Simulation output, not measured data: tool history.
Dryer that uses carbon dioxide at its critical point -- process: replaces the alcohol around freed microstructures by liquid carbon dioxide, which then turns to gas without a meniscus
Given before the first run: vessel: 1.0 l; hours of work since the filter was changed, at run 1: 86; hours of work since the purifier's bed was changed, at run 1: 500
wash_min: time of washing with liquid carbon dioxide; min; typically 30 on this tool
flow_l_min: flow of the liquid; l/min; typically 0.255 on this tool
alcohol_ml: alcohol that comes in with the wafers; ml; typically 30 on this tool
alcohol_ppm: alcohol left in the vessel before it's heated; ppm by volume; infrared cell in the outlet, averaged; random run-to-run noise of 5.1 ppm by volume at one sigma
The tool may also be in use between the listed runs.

run,day,wash_min,flow_l_min,alcohol_ml,hours of work since the filter was changed,hours of work since the purifier's bed was changed,alcohol_ppm
1,0,30,0.255,30,86,500,116
2,1.588,30,0.255,30,115,529,123
3,2.696,30,0.255,30,135,549,122
# day 4.033: purifier's bed changed
4,4.042,30,0.255,30,156,0,79
5,5.2,30,0.255,30,177,21,84
# day 5.562: inlet filter changed
6,6.592,30,0.255,30,18,45,65
7,7.646,44,0.255,30,37,64,11
8,9.392,44,0.255,30,68,95,18
9,10.925,44,0.255,30,96,123,23
10,12.238,44,0.255,30,119,146,27
11,13.929,44,0.255,30,150,176,30
12,14.8,44,0.255,30,165,192,39
# day 15.892: inlet filter changed
13,15.892,25,0.255,30,0,211,177
14,17.275,26,0.218,34,25,235,371
15,18.117,26,0.218,34,40,250,371
16,19.012,26,0.218,34,56,266,377
17,20.542,19,0.327,81,83,294,542
18,21.3,19,0.327,81,97,307,553
19,22.017,24,0.155,24,110,320,1368
20,22.9,25,0.181,27,125,336,814
21,24.358,25,0.31,27,151,362,103
# day 26.129: inlet filter changed
22,26.162,30,0.157,72,1,394,1624
23,27.708,36,0.169,102,28,421,811
24,28.825,21,0.32,30,48,441,167
25,29.912,30,0.43,62,68,461,57

Measured minus without-hidden-state, run by run (identical run-to-run variation in each term; gauge scatter may differ):
Hidden state at play: flow that reaches the vessel past the clogged filter, %; alcohol in the recycled carbon dioxide, ppm; drift of the gauge itself on alcohol_ppm, %.
run,alcohol_ppm
1,+63
2,+68
3,+73
4,+23
5,+28
6,+10
7,+9
8,+13
9,+16
10,+19
11,+24
12,+24
13,+30
14,+49
15,+56
16,+65
17,+111
18,+123
19,+186
20,+155
21,+61
22,+56
23,+87
24,+61
25,+54
